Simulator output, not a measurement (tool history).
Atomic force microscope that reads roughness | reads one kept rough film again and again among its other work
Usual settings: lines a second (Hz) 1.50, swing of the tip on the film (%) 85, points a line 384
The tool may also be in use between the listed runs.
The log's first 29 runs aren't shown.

run    hour  lines a second (Hz)  swing of the tip on the film (%)  points a line  roughness of the kept film (nm (root mean square))
      800.0  -- new tip fitted
 30   816.5                 2.07                                85            463                                               0.580
 31   832.9                 1.02                                85            384                                               0.651
 32   855.6                 1.82                                85            559                                               0.593
      861.0  -- new tip fitted
 33   872.8                 2.60                                85            384                                               0.548
 34   898.9                 0.66                                72            668                                               0.710
 35   915.5                 0.66                                72            668                                               0.710
      921.4  -- new tip fitted
 36   931.2                 1.72                                59            668                                               0.706
 37   962.9                 0.55                                64            652                                               0.725
      983.6  -- new tip fitted
 38   985.9                 1.50                                81            384                                               0.634
 39  1020.6                 1.50                                81            384                                               0.634
     1044.9  -- new tip fitted
 40  1053.3                 2.35                                73            384                                               0.630
 41  1078.5                 2.35                                73            384                                               0.632
 42  1099.0                 2.35                                73            384                                               0.631
     1105.7  -- new tip fitted
 43  1115.8                 2.35                                73            384                                               0.632
 44  1149.9                 1.10                                70            943                                               0.695
     1166.8  -- new tip fitted
 45  1173.1                 1.32                                67            384                                               0.694
 46  1193.7                 1.76                                57            704                                               0.708
 47  1213.2                 1.50                                68           1003                                               0.687
     1229.4  -- new tip fitted
 48  1236.3                 2.91                                63            322                                               0.662
 49  1266.0                 2.91                                63            322                                               0.663
 50  1286.4                 2.23                                58            748                                               0.697
     1290.1  -- new tip fitted
 51  1310.4                 1.10                                67            905                                               0.701

5 ways to go on from here, each from the tool as it stands after run 51. What would each give?
  A  1337.4                 1.10                                67            908                                                   ?
  B  1337.4                 0.61                                85            384                                                   ?
  C  1337.4                 2.97                                64            790                                                   ?
  D  1337.4                 0.89                                78            384                                                   ?
  E  1337.4                 2.58                                74            384                                                   ?

run  roughness of the kept film (nm (root mean square))
  A                                               0.703
  B                                               0.685
  C                                               0.656
  D                                               0.684
  E                                               0.617
Without the tool's hidden state the same runs would have given:
run  roughness of the kept film (nm (root mean square))
  A                                               0.703
  B                                               0.686
  C                                               0.656
  D                                               0.684
  E                                               0.617
